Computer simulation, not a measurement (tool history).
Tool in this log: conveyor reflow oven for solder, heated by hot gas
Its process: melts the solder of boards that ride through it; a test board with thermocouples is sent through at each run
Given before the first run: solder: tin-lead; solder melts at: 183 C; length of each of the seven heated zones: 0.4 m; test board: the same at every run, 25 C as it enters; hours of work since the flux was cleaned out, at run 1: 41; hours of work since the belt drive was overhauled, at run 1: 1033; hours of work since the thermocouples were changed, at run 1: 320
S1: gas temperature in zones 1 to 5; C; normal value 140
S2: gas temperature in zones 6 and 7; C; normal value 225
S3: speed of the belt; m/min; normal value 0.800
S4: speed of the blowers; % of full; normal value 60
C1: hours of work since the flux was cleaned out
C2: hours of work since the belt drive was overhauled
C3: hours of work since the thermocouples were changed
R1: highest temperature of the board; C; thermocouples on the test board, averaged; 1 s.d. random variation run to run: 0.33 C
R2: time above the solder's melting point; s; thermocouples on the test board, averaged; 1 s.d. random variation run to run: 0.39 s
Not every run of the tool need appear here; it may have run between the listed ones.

run,hour,S1,S2,S3,S4,C1,C2,C3,R1,R2
1,0.0,140,225,0.800,60,41,1033,320,210.2,41.1
2,39.3,140,225,0.800,60,65,1057,344,209.5,40.9
3,80.1,140,225,0.800,60,89,1081,369,209.8,41.0
4,131.0,140,225,0.800,60,120,1112,400,209.3,40.8
5,174.0,140,218,0.800,60,146,1138,426,203.0,35.5
6,208.8,140,218,0.800,60,168,1160,447,203.4,35.6
7,234.8,140,218,0.800,60,183,1175,463,202.6,35.8
8,265.6,140,225,0.800,60,202,1194,482,208.7,40.5
9,318.8,140,225,0.800,60,234,1226,514,208.8,40.3
10,352.8,140,214,0.800,60,255,1247,535,199.1,31.3
11,406.3,140,214,0.800,60,288,1280,567,199.3,30.7
# hour 432.9: thermocouples of zones 6 and 7 changed
12,451.2,140,214,0.800,66,314,1306,11,198.9,29.8
# hour 461.8: flux residue cleaned out of gas plates and filters
13,484.9,140,214,0.800,66,14,1323,29,200.6,33.7
# hour 492.2: belt drive overhauled, speed set with a stopwatch
14,534.6,154,225,0.800,51,42,26,56,209.8,46.7
15,585.8,153,225,0.739,60,73,57,87,213.2,53.4
16,631.2,153,225,0.739,60,101,84,115,213.0,53.3
# hour 638.3: belt drive overhauled, speed set with a stopwatch, once more
17,666.4,153,225,0.739,60,119,17,134,211.9,50.4
18,724.5,153,225,0.739,60,155,52,169,211.6,49.9
19,760.9,146,225,0.800,60,177,74,191,208.6,40.4
20,796.7,140,232,0.891,60,199,96,213,207.9,34.7
21,838.3,140,215,0.735,60,224,122,238,200.5,35.5

Alternative continuations, all from the tool just after run 21; predict every row:
A,864.6,140,221,0.948,73,240,138,254,?,?
B,864.6,125,225,0.800,60,240,138,254,?,?
C,864.6,140,231,0.735,60,240,138,254,?,?

run,R1,R2
A,200.2,25.6
B,203.5,29.8
C,214.1,47.1
With the hidden condition removed and each run's random variation left untouched, the same runs would have given:
run,R1,R2
A,202.6,28.3
B,205.8,32.4
C,216.0,48.8
